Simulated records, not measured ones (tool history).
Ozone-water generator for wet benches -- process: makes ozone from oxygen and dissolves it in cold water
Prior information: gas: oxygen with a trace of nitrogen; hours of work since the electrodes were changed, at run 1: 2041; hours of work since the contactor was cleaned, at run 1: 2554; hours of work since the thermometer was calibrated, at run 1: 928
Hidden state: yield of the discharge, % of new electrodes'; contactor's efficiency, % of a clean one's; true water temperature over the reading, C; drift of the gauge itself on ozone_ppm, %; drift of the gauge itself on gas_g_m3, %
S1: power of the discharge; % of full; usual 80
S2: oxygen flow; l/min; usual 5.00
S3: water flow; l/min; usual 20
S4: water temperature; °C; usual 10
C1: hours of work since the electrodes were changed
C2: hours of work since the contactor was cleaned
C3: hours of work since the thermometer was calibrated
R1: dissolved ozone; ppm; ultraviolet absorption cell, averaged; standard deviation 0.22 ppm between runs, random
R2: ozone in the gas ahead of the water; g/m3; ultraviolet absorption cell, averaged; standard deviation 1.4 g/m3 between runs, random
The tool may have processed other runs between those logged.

run,hour,S1,S2,S3,S4,C1,C2,C3,R1,R2
1,0.0,80,5.00,20,10,2041,2554,928,31.2,246.6
2,81.6,80,5.00,20,10,2118,2631,1004,31.3,247.8
3,161.4,80,5.00,20,10,2193,2706,1079,30.6,248.1
4,211.1,80,5.00,20,10,2239,2752,1126,30.7,245.0
5,273.3,80,5.00,20,10,2298,2811,1185,30.8,246.5
6,349.3,80,5.00,20,10,2369,2882,1256,31.4,246.5
7,411.8,80,5.00,20,10,2428,2941,1315,30.5,244.4
8,480.4,80,5.00,20,10,2493,3006,1380,30.4,244.5
9,544.5,80,5.00,20,10,2553,3066,1440,30.7,244.2
10,599.2,80,5.00,20,10,2604,3118,1491,30.5,242.2
11,669.0,80,5.00,20,10,2670,3183,1557,30.5,243.3
12,703.1,80,5.00,20,10,2702,3215,1589,30.4,245.4
13,757.2,80,5.00,14,10,2753,3266,1640,39.9,243.6
14,829.1,80,5.00,20,6,2821,3334,1708,31.5,243.2
15,892.9,80,5.00,20,6,2881,3394,1768,31.7,241.6
16,968.4,80,5.00,20,6,2952,3465,1839,31.8,243.1
17,1030.7,80,5.57,26,16,3010,3524,1897,22.5,226.3
18,1087.5,82,4.00,20,5,3064,3577,1951,31.7,279.5
# hour 1095.2: water thermometer calibrated
19,1124.5,47,4.11,18,5,3098,3611,28,22.1,174.9
20,1205.3,71,4.11,18,5,3174,3687,104,30.7,244.0
21,1281.2,55,3.76,20,6,3246,3759,175,22.4,209.7
22,1332.6,55,3.76,20,6,3294,3807,223,22.3,209.1
# hour 1351.9: water thermometer calibrated, once more
23,1399.0,55,3.76,20,6,3356,3869,44,22.1,207.3
# hour 1448.5: contactor cleaned
24,1470.7,76,5.46,26,8,3420,21,108,24.7,218.8
25,1532.0,76,5.46,21,8,3477,79,166,29.7,219.1
26,1575.9,80,4.44,20,17,3519,120,207,28.8,259.7
27,1652.6,80,4.44,30,8,3591,192,279,22.0,256.6
28,1693.8,80,4.44,30,8,3630,231,318,21.7,256.2
29,1756.9,53,5.00,20,7,3689,290,377,23.0,170.4
30,1798.3,53,5.00,20,7,3728,329,416,22.8,170.7
31,1850.2,53,5.00,20,7,3777,378,465,22.9,172.5
32,1912.8,60,5.00,29,10,3836,437,524,17.6,188.7

4 ways to go on from here, each from the tool as it stands after run 32. What would each give?
A,1972.5,80,5.00,20,10,3892,493,580,?,?
B,1972.5,60,5.00,29,14,3892,493,580,?,?
C,1972.5,60,2.67,29,10,3892,493,580,?,?
D,1972.5,72,5.23,29,10,3892,493,580,?,?

run,R1,R2
A,30.9,237.8
B,16.8,189.4
C,15.8,270.7
D,20.5,211.6
Without the tool's unlogged condition, the same runs would have read:
run,R1,R2
A,33.4,254.4
B,17.9,199.7
C,16.8,285.4
D,22.1,225.3
